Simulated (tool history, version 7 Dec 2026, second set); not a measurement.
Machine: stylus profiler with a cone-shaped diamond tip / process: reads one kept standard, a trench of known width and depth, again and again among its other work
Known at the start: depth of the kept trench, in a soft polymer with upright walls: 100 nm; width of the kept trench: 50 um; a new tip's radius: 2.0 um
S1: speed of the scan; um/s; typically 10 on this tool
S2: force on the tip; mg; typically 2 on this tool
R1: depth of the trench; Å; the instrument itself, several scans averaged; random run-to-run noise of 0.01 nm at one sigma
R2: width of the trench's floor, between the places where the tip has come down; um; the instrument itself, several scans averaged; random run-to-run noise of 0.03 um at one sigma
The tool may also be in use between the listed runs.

run     day  S1    S2      R1     R2
  1       0  10     2  1005.1  48.69
  2   1.008  10  0.81  1002.7  48.67
  3   2.296  10  0.81  1002.9  48.66
  4   2.979  10  0.81  1002.9  48.75
  5   4.017  10  0.74  1002.7  48.62
  6   4.925  22     2  1005.2  48.65
  7   5.996  10     1  1003.2  48.68
  8   6.612  10     2  1005.1  48.67
  9   7.392  10     2  1005.1  48.74
 10   8.175  28     2  1005.1  48.63
 11   8.796  28     2    1005  48.62
 12   9.375  10  0.84  1002.8  48.71
 13  10.625  10  0.85  1002.7  48.62
 14  11.583  10  1.86  1004.8  48.68
 15  12.346  10  1.86  1004.7  48.64
 16  13.479  10     2  1005.2   48.7
 17  14.817  10     2    1005  48.71
 18  15.504  10     2  1004.9  48.77
 19   16.15  10     2  1005.1  48.74
 20  16.879  10     2  1004.9  48.74
 21  18.088  10     2    1005  48.74
 22  19.296  10  1.51  1004.2   48.7
 23  20.108  10  1.51    1004  48.66
 24  21.262  10  1.51  1004.1  48.72
 25   22.35   3  5.81  1010.3  48.71
 26  23.138   3  5.81  1010.1  48.72
 27  24.158   5  1.76  1004.5  48.74
 28  24.804   5  1.76  1004.5  48.74
 29  25.588   5  1.76  1004.6  48.78
 30  26.546   5  1.76  1004.7  48.67
 31  27.617   3  0.86  1002.7  48.73
 32  28.842   3  0.86    1003  48.69
 33  29.846   3  0.86  1002.9  48.74
 34  30.825  24  0.92  1003.1  48.61
 35  31.754   4  3.13  1006.7  48.78
 36  32.892   2  3.13  1006.8  48.75
 37  34.171  30  2.56  1005.9  48.69
 38  35.138   2  1.04  1003.1  48.71
 39  36.442   5  4.64  1008.8   48.7
 40  37.662  10  0.75  1002.5  48.71
 41  38.692  10  0.75  1002.8  48.67
 42  39.879   9  0.75  1002.8  48.66
 43  40.838  23   2.8  1006.2  48.64
 44  41.512  23   2.8  1006.2  48.72
 45  42.438  17  1.41  1003.9  48.65
 46  43.129  17  1.41    1004  48.66
 47  44.112  40  2.64  1006.1  48.71

Taken out of this log: 2 entries between the listed runs. Where each belongs, and how the hidden state differs across it:
After run 9, before run 10: height scale calibrated on a step standard (day 8.071)
  height scale over the true one, %: 0.007 -> -0.001
  measured less the result without the state, R2: -0.03 -> -0.03 um
After run 17, before run 18: new tip fitted, height scale calibrated (day 15.358)
  radius of the tip, um: 2.11 -> 2
  measured less the result without the state, R2: -0.04 -> +0 um
